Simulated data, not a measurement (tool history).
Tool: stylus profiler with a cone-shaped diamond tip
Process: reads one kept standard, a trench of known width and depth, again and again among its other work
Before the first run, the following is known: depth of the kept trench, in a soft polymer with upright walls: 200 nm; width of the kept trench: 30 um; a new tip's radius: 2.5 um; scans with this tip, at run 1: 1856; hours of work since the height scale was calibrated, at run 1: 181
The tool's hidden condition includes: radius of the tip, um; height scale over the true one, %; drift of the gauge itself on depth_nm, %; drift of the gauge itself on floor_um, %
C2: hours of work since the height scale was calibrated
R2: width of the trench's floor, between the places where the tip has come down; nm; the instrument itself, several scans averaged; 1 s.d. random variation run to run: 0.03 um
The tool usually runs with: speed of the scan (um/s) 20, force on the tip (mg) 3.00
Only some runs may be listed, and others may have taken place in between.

run 1 hour=0.0 | speed_of_the_scan_(um/s)=20 force_on_the_tip_(mg)=3.00 | scans_with_this_tip=1856 C2=181 | depth_of_the_trench_(Å)=2015.6 R2=27750
run 2 hour=14.1 | speed_of_the_scan_(um/s)=20 force_on_the_tip_(mg)=3.00 | scans_with_this_tip=1933 C2=188 | depth_of_the_trench_(Å)=2015.2 R2=27760
run 3 hour=28.8 | speed_of_the_scan_(um/s)=20 force_on_the_tip_(mg)=6.87 | scans_with_this_tip=2015 C2=196 | depth_of_the_trench_(Å)=2028.6 R2=27800
run 4 hour=43.7 | speed_of_the_scan_(um/s)=20 force_on_the_tip_(mg)=3.00 | scans_with_this_tip=2097 C2=204 | depth_of_the_trench_(Å)=2014.9 R2=27690
run 5 hour=55.3 | speed_of_the_scan_(um/s)=20 force_on_the_tip_(mg)=3.00 | scans_with_this_tip=2161 C2=210 | depth_of_the_trench_(Å)=2015.0 R2=27750
run 6 hour=68.4 | speed_of_the_scan_(um/s)=8 force_on_the_tip_(mg)=3.96 | scans_with_this_tip=2233 C2=217 | depth_of_the_trench_(Å)=2018.1 R2=27820
run 7 hour=78.3 | speed_of_the_scan_(um/s)=8 force_on_the_tip_(mg)=3.96 | scans_with_this_tip=2288 C2=223 | depth_of_the_trench_(Å)=2018.1 R2=27800
run 8 hour=90.8 | speed_of_the_scan_(um/s)=25 force_on_the_tip_(mg)=1.03 | scans_with_this_tip=2357 C2=229 | depth_of_the_trench_(Å)=2006.4 R2=27550
run 9 hour=112.4 | speed_of_the_scan_(um/s)=29 force_on_the_tip_(mg)=2.31 | scans_with_this_tip=2476 C2=241 | depth_of_the_trench_(Å)=2012.0 R2=27640
run 10 hour=135.4 | speed_of_the_scan_(um/s)=29 force_on_the_tip_(mg)=2.31 | scans_with_this_tip=2603 C2=253 | depth_of_the_trench_(Å)=2011.6 R2=27640

Hidden state or all else? Some run-to-run changes of depth of the trench (Å), split into what the settings, what came in and random variation would give without the hidden state, and what is left for the hidden state (with any gauge scatter that isn't in both results):
Run 3 -> 4: force on the tip (mg) 6.87 -> 3.00. depth of the trench (Å) -13.7: hidden state -0.1, all else -13.6.
Run 8 -> 9: speed of the scan (um/s) 25 -> 29, force on the tip (mg) 1.03 -> 2.31. depth of the trench (Å) +5.6: hidden state -0.2, all else +5.8.
